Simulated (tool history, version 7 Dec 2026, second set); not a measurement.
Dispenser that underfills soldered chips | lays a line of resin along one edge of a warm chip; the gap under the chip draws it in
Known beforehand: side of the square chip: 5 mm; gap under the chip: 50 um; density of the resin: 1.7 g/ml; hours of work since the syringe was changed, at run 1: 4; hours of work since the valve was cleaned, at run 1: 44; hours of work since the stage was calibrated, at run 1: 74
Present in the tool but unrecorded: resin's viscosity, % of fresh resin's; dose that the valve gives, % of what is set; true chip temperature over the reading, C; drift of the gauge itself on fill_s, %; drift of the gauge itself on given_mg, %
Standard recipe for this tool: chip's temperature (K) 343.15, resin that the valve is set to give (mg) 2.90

run,hour,chip's temperature (K),resin that the valve is set to give (mg),hours of work since the syringe was changed,hours of work since the valve was cleaned,hours of work since the stage was calibrated,time until the resin shows at the far edge (s),resin that the valve gave (mg)
1,0.0,343.15,2.90,4,44,74,14.8,2.818
# hour 5.9: new syringe of resin
2,9.6,343.15,2.90,3,51,82,14.8,2.818
# hour 16.2: new syringe of resin
3,21.5,343.15,2.90,4,60,91,16.1,2.772
# hour 26.9: new syringe of resin
# hour 34.4: dispensing valve cleaned and set on the balance
4,35.6,343.15,2.90,6,1,100,18.2,2.898
# hour 38.2: new syringe of resin
5,44.2,343.15,2.69,5,7,107,16.1,2.684
# hour 49.1: new syringe of resin
6,53.4,343.15,2.69,3,14,114,15.0,2.655
# hour 60.1: new syringe of resin
7,60.1,343.15,2.90,0,19,118,11.2,2.863
# hour 70.4: new syringe of resin
8,70.4,345.15,2.73,0,27,126,10.8,2.690
9,79.6,353.15,2.87,7,34,133,13.1,2.809
# hour 80.9: new syringe of resin
# hour 91.4: new syringe of resin
10,92.3,353.15,2.87,1,43,142,8.0,2.794
11,99.5,353.15,2.87,6,49,148,12.5,2.783
# hour 102.1: new syringe of resin
12,109.9,331.15,2.80,6,56,156,29.8,2.700
# hour 112.9: new syringe of resin
13,122.0,347.15,3.05,7,65,165,16.6,2.917

What differs in the tool's unlogged condition from the final listed run ahead of each entry between runs to the first listed run following it?
From run 1 to run 2: new syringe of resin (hour 5.9)
  resin's viscosity, % of fresh resin's: 129.9 -> 123.9; dose that the valve gives, % of what is set: 96.93 -> 96.46; true chip temperature over the reading, C: -0.33 -> -0.31
  what was measured, less what the result would be without the hidden state, time until the resin shows at the far edge (s): +3.7 -> +3.1; resin that the valve gave (mg): -0.089 -> -0.103
From run 2 to run 3: new syringe of resin (hour 16.2)
  resin's viscosity, % of fresh resin's: 123.9 -> 134.9; dose that the valve gives, % of what is set: 96.46 -> 95.86; true chip temperature over the reading, C: -0.31 -> -0.29
  what was measured, less what the result would be without the hidden state, time until the resin shows at the far edge (s): +3.1 -> +4.3; resin that the valve gave (mg): -0.103 -> -0.120
From run 3 to run 4: new syringe of resin (hour 26.9); dispensing valve cleaned and set on the balance (hour 34.4)
  resin's viscosity, % of fresh resin's: 134.9 -> 156.7; dose that the valve gives, % of what is set: 95.86 -> 99.94; true chip temperature over the reading, C: -0.29 -> -0.26
  what was measured, less what the result would be without the hidden state, time until the resin shows at the far edge (s): +4.3 -> +6.6; resin that the valve gave (mg): -0.120 -> -0.002
From run 4 to run 5: new syringe of resin (hour 38.2)
  resin's viscosity, % of fresh resin's: 156.7 -> 141.5; dose that the valve gives, % of what is set: 99.94 -> 99.58; true chip temperature over the reading, C: -0.26 -> -0.24
  what was measured, less what the result would be without the hidden state, time until the resin shows at the far edge (s): +6.6 -> +5.1; resin that the valve gave (mg): -0.002 -> -0.011
From run 5 to run 6: new syringe of resin (hour 49.1)
  resin's viscosity, % of fresh resin's: 141.5 -> 128.3; dose that the valve gives, % of what is set: 99.58 -> 99.13; true chip temperature over the reading, C: -0.24 -> -0.22
  what was measured, less what the result would be without the hidden state, time until the resin shows at the far edge (s): +5.1 -> +3.4; resin that the valve gave (mg): -0.011 -> -0.024
From run 6 to run 7: new syringe of resin (hour 60.1)
  resin's viscosity, % of fresh resin's: 128.3 -> 98.3; dose that the valve gives, % of what is set: 99.13 -> 98.82; true chip temperature over the reading, C: -0.22 -> -0.2
  what was measured, less what the result would be without the hidden state, time until the resin shows at the far edge (s): +3.4 -> +0.0; resin that the valve gave (mg): -0.024 -> -0.034
From run 7 to run 8: new syringe of resin (hour 70.4)
  resin's viscosity, % of fresh resin's: 98.3 -> 100; dose that the valve gives, % of what is set: 98.82 -> 98.32; true chip temperature over the reading, C: -0.2 -> -0.18
  what was measured, less what the result would be without the hidden state, time until the resin shows at the far edge (s): +0.0 -> +0.1; resin that the valve gave (mg): -0.034 -> -0.046
From run 9 to run 10: new syringe of resin (hour 80.9); new syringe of resin (hour 91.4)
  resin's viscosity, % of fresh resin's: 170.2 -> 107.3; dose that the valve gives, % of what is set: 97.8 -> 97.18; true chip temperature over the reading, C: -0.16 -> -0.13
  what was measured, less what the result would be without the hidden state, time until the resin shows at the far edge (s): +5.5 -> +0.7; resin that the valve gave (mg): -0.063 -> -0.081
From run 11 to run 12: new syringe of resin (hour 102.1)
  resin's viscosity, % of fresh resin's: 162.1 -> 154.6; dose that the valve gives, % of what is set: 96.86 -> 96.33; true chip temperature over the reading, C: -0.12 -> -0.09
  what was measured, less what the result would be without the hidden state, time until the resin shows at the far edge (s): +4.9 -> +10.7; resin that the valve gave (mg): -0.090 -> -0.103
From run 12 to run 13: new syringe of resin (hour 112.9)
  resin's viscosity, % of fresh resin's: 154.6 -> 171.4; dose that the valve gives, % of what is set: 96.33 -> 95.69; true chip temperature over the reading, C: -0.09 -> -0.07
  what was measured, less what the result would be without the hidden state, time until the resin shows at the far edge (s): +10.7 -> +7.0; resin that the valve gave (mg): -0.103 -> -0.131
